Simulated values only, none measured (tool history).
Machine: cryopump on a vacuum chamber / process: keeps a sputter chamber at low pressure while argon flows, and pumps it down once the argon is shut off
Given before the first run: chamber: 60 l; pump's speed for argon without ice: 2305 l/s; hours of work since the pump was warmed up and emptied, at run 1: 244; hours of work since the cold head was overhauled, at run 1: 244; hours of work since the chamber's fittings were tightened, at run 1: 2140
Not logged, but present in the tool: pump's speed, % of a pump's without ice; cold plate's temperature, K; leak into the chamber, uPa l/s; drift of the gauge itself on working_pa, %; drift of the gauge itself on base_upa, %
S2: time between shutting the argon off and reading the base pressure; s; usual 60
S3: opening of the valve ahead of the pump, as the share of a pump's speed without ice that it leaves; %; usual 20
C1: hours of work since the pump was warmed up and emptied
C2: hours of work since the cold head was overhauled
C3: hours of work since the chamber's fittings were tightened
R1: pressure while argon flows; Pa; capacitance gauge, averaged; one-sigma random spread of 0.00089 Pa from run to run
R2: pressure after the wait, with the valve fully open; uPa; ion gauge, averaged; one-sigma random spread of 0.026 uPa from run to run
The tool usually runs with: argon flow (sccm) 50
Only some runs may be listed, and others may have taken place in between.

run 1 hour=0.0 | argon_flow_(sccm)=50 S2=60 S3=20 | C1=244 C2=244 C3=2140 | R1=0.1919 R2=2.25
run 2 hour=15.2 | argon_flow_(sccm)=50 S2=60 S3=20 | C1=257 C2=257 C3=2153 | R1=0.1924 R2=2.32
run 3 hour=28.1 | argon_flow_(sccm)=50 S2=60 S3=20 | C1=268 C2=268 C3=2165 | R1=0.1918 R2=2.30
run 4 hour=38.1 | argon_flow_(sccm)=50 S2=60 S3=20 | C1=277 C2=277 C3=2173 | R1=0.1941 R2=2.41
run 5 hour=55.1 | argon_flow_(sccm)=50 S2=60 S3=20 | C1=292 C2=292 C3=2188 | R1=0.1937 R2=2.29
run 6 hour=63.2 | argon_flow_(sccm)=50 S2=60 S3=20 | C1=299 C2=299 C3=2195 | R1=0.1943 R2=2.37
run 7 hour=74.5 | argon_flow_(sccm)=39 S2=60 S3=20 | C1=309 C2=309 C3=2205 | R1=0.1525 R2=2.39
-- hour=90.4 pump warmed up, emptied and cooled again
run 8 hour=91.0 | argon_flow_(sccm)=50 S2=98 S3=20 | C1=1 C2=319 C3=2216 | R1=0.1836 R2=1.66
run 9 hour=104.2 | argon_flow_(sccm)=50 S2=98 S3=20 | C1=12 C2=331 C3=2227 | R1=0.1833 R2=1.76
run 10 hour=115.8 | argon_flow_(sccm)=32 S2=119 S3=17 | C1=22 C2=341 C3=2237 | R1=0.1381 R2=1.58
run 11 hour=125.1 | argon_flow_(sccm)=28 S2=86 S3=22 | C1=31 C2=349 C3=2246 | R1=0.0955 R2=1.78
run 12 hour=137.3 | argon_flow_(sccm)=28 S2=86 S3=22 | C1=41 C2=360 C3=2256 | R1=0.0946 R2=1.86

Branching from run 12: 3 alternative next runs. What would each branch give?
run A hour=149.1 | argon_flow_(sccm)=31 S2=36 S3=46 | C1=52 C2=370 C3=2267 | R1=? R2=?
run B hour=149.1 | argon_flow_(sccm)=50 S2=46 S3=49 | C1=52 C2=370 C3=2267 | R1=? R2=?
run C hour=149.1 | argon_flow_(sccm)=50 S2=81 S3=20 | C1=52 C2=370 C3=2267 | R1=? R2=?

run=A R1=0.0510 R2=2.81
run=B R1=0.0775 R2=2.39
run=C R1=0.1856 R2=1.86
Without the tool's unlogged condition, the same runs would have read:
run=A R1=0.0497 R2=1.73
run=B R1=0.0754 R2=1.34
run=C R1=0.1835 R2=0.81
